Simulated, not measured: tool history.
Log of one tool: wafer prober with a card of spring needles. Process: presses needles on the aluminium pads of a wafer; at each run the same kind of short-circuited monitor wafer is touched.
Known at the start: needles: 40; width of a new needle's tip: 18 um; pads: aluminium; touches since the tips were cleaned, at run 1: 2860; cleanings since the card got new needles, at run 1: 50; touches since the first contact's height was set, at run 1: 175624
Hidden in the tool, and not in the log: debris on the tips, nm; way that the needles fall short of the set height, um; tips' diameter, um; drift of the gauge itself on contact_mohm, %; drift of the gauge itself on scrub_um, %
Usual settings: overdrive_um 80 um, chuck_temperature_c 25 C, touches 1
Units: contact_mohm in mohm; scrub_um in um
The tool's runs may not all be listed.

run,hour,overdrive_um,chuck_temperature_c,touches,touches since the tips were cleaned,cleanings since the card got new needles,touches since the first contact's height was set,contact_mohm,scrub_um
1,0.0,80,25,1,2860,50,175624,205,19.50
# hour 1.3: tips cleaned on abrasive film
# hour 7.4: tips cleaned on abrasive film
# hour 12.3: tips cleaned on abrasive film
# hour 17.2: tips cleaned on abrasive film
# hour 23.3: tips cleaned on abrasive film
# hour 28.3: tips cleaned on abrasive film
# hour 34.4: tips cleaned on abrasive film
# hour 40.5: tips cleaned on abrasive film
# hour 45.4: tips cleaned on abrasive film
# hour 50.3: tips cleaned on abrasive film
# hour 56.4: tips cleaned on abrasive film
# hour 62.5: tips cleaned on abrasive film
# hour 67.4: tips cleaned on abrasive film
# hour 73.5: tips cleaned on abrasive film
# hour 78.4: tips cleaned on abrasive film
# hour 84.6: tips cleaned on abrasive film
# hour 88.5: height of the first contact set anew
# hour 91.0: tips cleaned on abrasive film
# hour 95.9: tips cleaned on abrasive film
2,95.9,80,25,1,29,68,4535,208,19.27
# hour 100.8: tips cleaned on abrasive film
# hour 105.7: tips cleaned on abrasive film
# hour 110.7: tips cleaned on abrasive film
# hour 116.8: tips cleaned on abrasive film
# hour 121.7: tips cleaned on abrasive film
# hour 127.8: tips cleaned on abrasive film
# hour 132.7: tips cleaned on abrasive film
# hour 137.6: tips cleaned on abrasive film
# hour 143.7: tips cleaned on abrasive film
# hour 149.8: tips cleaned on abrasive film
# hour 155.9: tips cleaned on abrasive film
# hour 162.1: tips cleaned on abrasive film
# hour 168.2: tips cleaned on abrasive film
# hour 173.1: tips cleaned on abrasive film
# hour 179.2: tips cleaned on abrasive film
# hour 185.3: tips cleaned on abrasive film
# hour 190.2: tips cleaned on abrasive film
3,193.2,80,29,1,1878,85,64250,211,19.43
# hour 195.7: tips cleaned on abrasive film
# hour 200.6: tips cleaned on abrasive film
# hour 206.7: tips cleaned on abrasive film
# hour 212.9: tips cleaned on abrasive film
# hour 219.0: tips cleaned on abrasive film
# hour 225.1: tips cleaned on abrasive film
# hour 231.2: tips cleaned on abrasive film
# hour 236.1: tips cleaned on abrasive film
# hour 241.0: tips cleaned on abrasive film
# hour 247.1: tips cleaned on abrasive film
# hour 252.0: tips cleaned on abrasive film
# hour 256.9: tips cleaned on abrasive film
# hour 263.0: tips cleaned on abrasive film
# hour 268.0: tips cleaned on abrasive film
4,269.5,80,29,1,951,99,111021,212,19.19
# hour 273.2: tips cleaned on abrasive film
# hour 278.1: tips cleaned on abrasive film
# hour 284.2: tips cleaned on abrasive film
# hour 289.1: tips cleaned on abrasive film
# hour 294.0: tips cleaned on abrasive film
# hour 300.1: tips cleaned on abrasive film
# hour 305.1: tips cleaned on abrasive film
# hour 311.2: tips cleaned on abrasive film
# hour 317.3: tips cleaned on abrasive film
# hour 323.4: tips cleaned on abrasive film
# hour 329.5: tips cleaned on abrasive film
# hour 334.4: tips cleaned on abrasive film
# hour 340.5: tips cleaned on abrasive film
# hour 345.4: tips cleaned on abrasive film
# hour 351.5: tips cleaned on abrasive film
# hour 356.5: tips cleaned on abrasive film
# hour 361.4: tips cleaned on abrasive film
5,365.2,80,25,1,2407,116,169767,210,19.53
# hour 366.5: tips cleaned on abrasive film
# hour 372.6: tips cleaned on abrasive film
# hour 377.5: tips cleaned on abrasive film
# hour 382.5: tips cleaned on abrasive film
# hour 388.6: tips cleaned on abrasive film
# hour 393.5: tips cleaned on abrasive film
# hour 399.6: tips cleaned on abrasive film
# hour 405.7: tips cleaned on abrasive film
# hour 411.8: tips cleaned on abrasive film
# hour 417.9: tips cleaned on abrasive film
# hour 424.0: tips cleaned on abrasive film
# hour 430.1: tips cleaned on abrasive film
6,433.1,94,25,1,1856,128,211436,206,23.13
# hour 435.6: tips cleaned on abrasive film
# hour 441.7: tips cleaned on abrasive film
# hour 447.8: tips cleaned on abrasive film
# hour 452.7: tips cleaned on abrasive film
# hour 457.7: tips cleaned on abrasive film
# hour 462.8: height of the first contact set anew
# hour 464.1: tips cleaned on abrasive film
# hour 469.0: tips cleaned on abrasive film
# hour 475.1: tips cleaned on abrasive film
# hour 481.2: tips cleaned on abrasive film
# hour 486.1: tips cleaned on abrasive film
7,489.2,94,25,1,1914,138,16186,207,23.08
# hour 491.7: tips cleaned on abrasive film
# hour 496.6: tips cleaned on abrasive film
# hour 502.7: tips cleaned on abrasive film
# hour 508.8: tips cleaned on abrasive film
# hour 514.9: tips cleaned on abrasive film
# hour 521.0: tips cleaned on abrasive film
# hour 525.9: tips cleaned on abrasive film
# hour 532.1: tips cleaned on abrasive film
# hour 538.2: tips cleaned on abrasive film
# hour 543.1: tips cleaned on abrasive film
# hour 549.2: tips cleaned on abrasive film
# hour 555.3: tips cleaned on abrasive film
# hour 561.4: tips cleaned on abrasive film
# hour 567.5: tips cleaned on abrasive film
# hour 573.6: tips cleaned on abrasive film
8,576.1,66,119,1,1535,153,69552,233,16.21
# hour 578.6: tips cleaned on abrasive film
# hour 583.5: tips cleaned on abrasive film
# hour 589.6: tips cleaned on abrasive film
# hour 594.5: tips cleaned on abrasive film
# hour 599.4: tips cleaned on abrasive film
# hour 605.6: tips cleaned on abrasive film
# hour 611.7: tips cleaned on abrasive film
# hour 616.6: tips cleaned on abrasive film
# hour 622.7: tips cleaned on abrasive film
# hour 627.6: tips cleaned on abrasive film
# hour 633.7: tips cleaned on abrasive film
# hour 638.6: tips cleaned on abrasive film
9,643.2,66,119,1,2887,165,110747,232,15.92
# hour 644.5: tips cleaned on abrasive film
# hour 649.5: tips cleaned on abrasive film
# hour 655.6: tips cleaned on abrasive film
# hour 661.7: tips cleaned on abrasive film
# hour 667.8: tips cleaned on abrasive film
# hour 673.9: tips cleaned on abrasive film
# hour 678.8: tips cleaned on abrasive film
# hour 683.7: tips cleaned on abrasive film
# hour 689.8: tips cleaned on abrasive film
# hour 694.7: tips cleaned on abrasive film
# hour 699.6: tips cleaned on abrasive film
# hour 705.8: tips cleaned on abrasive film
# hour 710.7: tips cleaned on abrasive film
# hour 715.6: tips cleaned on abrasive film
# hour 721.7: tips cleaned on abrasive film
# hour 727.8: tips cleaned on abrasive film
# hour 732.7: tips cleaned on abrasive film
# hour 738.8: tips cleaned on abrasive film
10,740.8,64,46,1,1239,183,170576,218,15.71
# hour 744.5: tips cleaned on abrasive film
# hour 750.6: tips cleaned on abrasive film
# hour 756.7: tips cleaned on abrasive film
# hour 761.6: tips cleaned on abrasive film
# hour 766.6: tips cleaned on abrasive film
# hour 772.7: tips cleaned on abrasive film
# hour 777.6: tips cleaned on abrasive film
# hour 782.5: tips cleaned on abrasive film
# hour 788.6: tips cleaned on abrasive film
# hour 793.5: tips cleaned on abrasive film
11,793.7,73,111,3,135,193,203010,231,17.69
# hour 798.6: tips cleaned on abrasive film
# hour 803.5: tips cleaned on abrasive film
# hour 809.7: tips cleaned on abrasive film
# hour 814.6: tips cleaned on abrasive film
# hour 820.7: tips cleaned on abrasive film
# hour 826.8: tips cleaned on abrasive film
# hour 832.9: tips cleaned on abrasive film
# hour 836.8: height of the first contact set anew
# hour 839.3: tips cleaned on abrasive film
# hour 845.4: tips cleaned on abrasive film
# hour 851.5: tips cleaned on abrasive film
# hour 857.6: tips cleaned on abrasive film
12,857.6,77,67,1,0,204,12747,218,18.78
# hour 863.7: tips cleaned on abrasive film
# hour 869.8: tips cleaned on abrasive film
# hour 875.9: tips cleaned on abrasive film
# hour 882.1: tips cleaned on abrasive film
# hour 887.0: tips cleaned on abrasive film
# hour 891.9: tips cleaned on abrasive film
# hour 898.0: tips cleaned on abrasive film
# hour 902.9: tips cleaned on abrasive film
# hour 909.0: tips cleaned on abrasive film
# hour 915.1: tips cleaned on abrasive film
# hour 920.0: tips cleaned on abrasive film
# hour 924.9: tips cleaned on abrasive film
# hour 931.1: tips cleaned on abrasive film
# hour 936.0: tips cleaned on abrasive film
13,936.5,97,25,2,335,218,61155,209,23.46

Forecast each of these 4 alternatives for the next run:
# hour 941.4: tips cleaned on abrasive film
# hour 946.3: tips cleaned on abrasive film
# hour 951.2: tips cleaned on abrasive film
# hour 957.3: tips cleaned on abrasive film
# hour 962.3: tips cleaned on abrasive film
# hour 967.2: tips cleaned on abrasive film
# hour 973.3: tips cleaned on abrasive film
# hour 978.2: tips cleaned on abrasive film
# hour 983.1: tips cleaned on abrasive film
# hour 989.2: tips cleaned on abrasive film
# hour 994.1: tips cleaned on abrasive film
# hour 1000.2: tips cleaned on abrasive film
# hour 1006.3: tips cleaned on abrasive film
# hour 1012.4: tips cleaned on abrasive film
# hour 1017.4: tips cleaned on abrasive film
# hour 1023.5: tips cleaned on abrasive film
# hour 1029.6: tips cleaned on abrasive film
A,1032.6,80,84,1,1886,235,120129,?,?
# hour 941.4: tips cleaned on abrasive film
# hour 946.3: tips cleaned on abrasive film
# hour 951.2: tips cleaned on abrasive film
# hour 957.3: tips cleaned on abrasive film
# hour 962.3: tips cleaned on abrasive film
# hour 967.2: tips cleaned on abrasive film
# hour 973.3: tips cleaned on abrasive film
# hour 978.2: tips cleaned on abrasive film
# hour 983.1: tips cleaned on abrasive film
# hour 989.2: tips cleaned on abrasive film
# hour 994.1: tips cleaned on abrasive film
# hour 1000.2: tips cleaned on abrasive film
# hour 1006.3: tips cleaned on abrasive film
# hour 1012.4: tips cleaned on abrasive film
# hour 1017.4: tips cleaned on abrasive film
# hour 1023.5: tips cleaned on abrasive film
# hour 1029.6: tips cleaned on abrasive film
B,1032.6,64,25,2,1886,235,120129,?,?
# hour 941.4: tips cleaned on abrasive film
# hour 946.3: tips cleaned on abrasive film
# hour 951.2: tips cleaned on abrasive film
# hour 957.3: tips cleaned on abrasive film
# hour 962.3: tips cleaned on abrasive film
# hour 967.2: tips cleaned on abrasive film
# hour 973.3: tips cleaned on abrasive film
# hour 978.2: tips cleaned on abrasive film
# hour 983.1: tips cleaned on abrasive film
# hour 989.2: tips cleaned on abrasive film
# hour 994.1: tips cleaned on abrasive film
# hour 1000.2: tips cleaned on abrasive film
# hour 1006.3: tips cleaned on abrasive film
# hour 1012.4: tips cleaned on abrasive film
# hour 1017.4: tips cleaned on abrasive film
# hour 1023.5: tips cleaned on abrasive film
# hour 1029.6: tips cleaned on abrasive film
C,1032.6,72,25,1,1886,235,120129,?,?
# hour 941.4: tips cleaned on abrasive film
# hour 946.3: tips cleaned on abrasive film
# hour 951.2: tips cleaned on abrasive film
# hour 957.3: tips cleaned on abrasive film
# hour 962.3: tips cleaned on abrasive film
# hour 967.2: tips cleaned on abrasive film
# hour 973.3: tips cleaned on abrasive film
# hour 978.2: tips cleaned on abrasive film
# hour 983.1: tips cleaned on abrasive film
# hour 989.2: tips cleaned on abrasive film
# hour 994.1: tips cleaned on abrasive film
# hour 1000.2: tips cleaned on abrasive film
# hour 1006.3: tips cleaned on abrasive film
# hour 1012.4: tips cleaned on abrasive film
# hour 1017.4: tips cleaned on abrasive film
# hour 1023.5: tips cleaned on abrasive film
# hour 1029.6: tips cleaned on abrasive film
D,1032.6,61,44,2,1886,235,120129,?,?

run,contact_mohm,scrub_um
A,224,19.36
B,210,15.69
C,207,17.75
D,212,14.88
Without the tool's hidden state the same runs would have given:
run,contact_mohm,scrub_um
A,223,19.37
B,210,15.70
C,206,17.76
D,211,14.88
